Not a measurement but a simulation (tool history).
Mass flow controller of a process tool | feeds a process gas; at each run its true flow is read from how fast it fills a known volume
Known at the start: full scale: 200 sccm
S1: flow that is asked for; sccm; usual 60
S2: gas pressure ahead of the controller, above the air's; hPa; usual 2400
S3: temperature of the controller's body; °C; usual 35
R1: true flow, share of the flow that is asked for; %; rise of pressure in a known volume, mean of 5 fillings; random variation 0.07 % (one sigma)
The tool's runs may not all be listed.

run 1 day=0.000 | S1=60 S2=2400 S3=35 | R1=98.87
run 2 day=8.325 | S1=60 S2=2400 S3=35 | R1=98.96
run 3 day=12.562 | S1=60 S2=2400 S3=35 | R1=98.98
run 4 day=21.662 | S1=60 S2=2400 S3=35 | R1=99.38
run 5 day=27.121 | S1=60 S2=2400 S3=35 | R1=99.43
run 6 day=31.971 | S1=60 S2=2400 S3=35 | R1=99.45
run 7 day=37.217 | S1=60 S2=2400 S3=35 | R1=99.77
run 8 day=44.950 | S1=103 S2=2400 S3=35 | R1=100.16
run 9 day=52.050 | S1=60 S2=2400 S3=35 | R1=100.02
run 10 day=59.333 | S1=60 S2=2400 S3=35 | R1=100.32
run 11 day=63.138 | S1=60 S2=2400 S3=35 | R1=100.37
run 12 day=70.712 | S1=60 S2=2400 S3=35 | R1=100.57
run 13 day=78.575 | S1=60 S2=2400 S3=35 | R1=100.69
run 14 day=83.112 | S1=60 S2=2400 S3=20 | R1=101.73
run 15 day=89.479 | S1=60 S2=1910 S3=35 | R1=100.82
run 16 day=95.067 | S1=60 S2=1910 S3=35 | R1=100.97
run 17 day=99.988 | S1=60 S2=1910 S3=24 | R1=101.68
run 18 day=107.562 | S1=60 S2=1820 S3=35 | R1=98.57
run 19 day=111.679 | S1=60 S2=2400 S3=35 | R1=98.90
run 20 day=117.371 | S1=191 S2=2400 S3=35 | R1=99.83
run 21 day=121.146 | S1=60 S2=2400 S3=29 | R1=99.58
run 22 day=127.712 | S1=60 S2=2400 S3=25 | R1=99.79
run 23 day=131.500 | S1=60 S2=2400 S3=25 | R1=99.84
run 24 day=138.342 | S1=60 S2=2400 S3=32 | R1=99.94
run 25 day=144.292 | S1=106 S2=2400 S3=29 | R1=100.35
run 26 day=151.479 | S1=106 S2=2400 S3=29 | R1=100.57
run 27 day=157.542 | S1=106 S2=2400 S3=29 | R1=100.76
run 28 day=161.654 | S1=106 S2=2400 S3=34 | R1=100.57
run 29 day=170.554 | S1=106 S2=2400 S3=34 | R1=100.72
run 30 day=177.967 | S1=106 S2=2400 S3=34 | R1=100.82
run 31 day=186.017 | S1=106 S2=2400 S3=34 | R1=101.08
run 32 day=194.621 | S1=112 S2=2780 S3=35 | R1=101.34
run 33 day=199.088 | S1=60 S2=1480 S3=35 | R1=100.89
run 34 day=208.046 | S1=99 S2=2400 S3=35 | R1=101.54
run 35 day=214.608 | S1=99 S2=2400 S3=35 | R1=101.80
run 36 day=220.088 | S1=99 S2=2400 S3=35 | R1=99.20
run 37 day=225.012 | S1=99 S2=2400 S3=35 | R1=99.27
run 38 day=230.575 | S1=23 S2=1810 S3=39 | R1=98.64
run 39 day=236.975 | S1=41 S2=1770 S3=29 | R1=99.41
run 40 day=245.300 | S1=168 S2=1770 S3=24 | R1=100.57
run 41 day=249.325 | S1=194 S2=2170 S3=23 | R1=101.14
run 42 day=255.908 | S1=31 S2=1650 S3=32 | R1=99.59
run 43 day=265.171 | S1=162 S2=1650 S3=32 | R1=100.53
run 44 day=274.162 | S1=179 S2=2400 S3=30 | R1=101.36
run 45 day=279.858 | S1=179 S2=2400 S3=24 | R1=101.82
run 46 day=285.817 | S1=179 S2=2400 S3=24 | R1=101.90
run 47 day=292.058 | S1=84 S2=2210 S3=35 | R1=100.79

Not shown: 2 entries that the log had between the listed runs. Between which runs, and how does the tool's hidden state differ before and after?
Between runs 17 and 18: gauge calibrated (day 107.558)
  drift of the gauge itself on true_pct, %: 2.54 -> 0
  measured less the result without the state, R1: +2.54 -> +0.02 %
Between runs 35 and 36: gauge calibrated (day 215.175)
  drift of the gauge itself on true_pct, %: 2.72 -> 0.12
  measured less the result without the state, R1: +2.70 -> +0.14 %
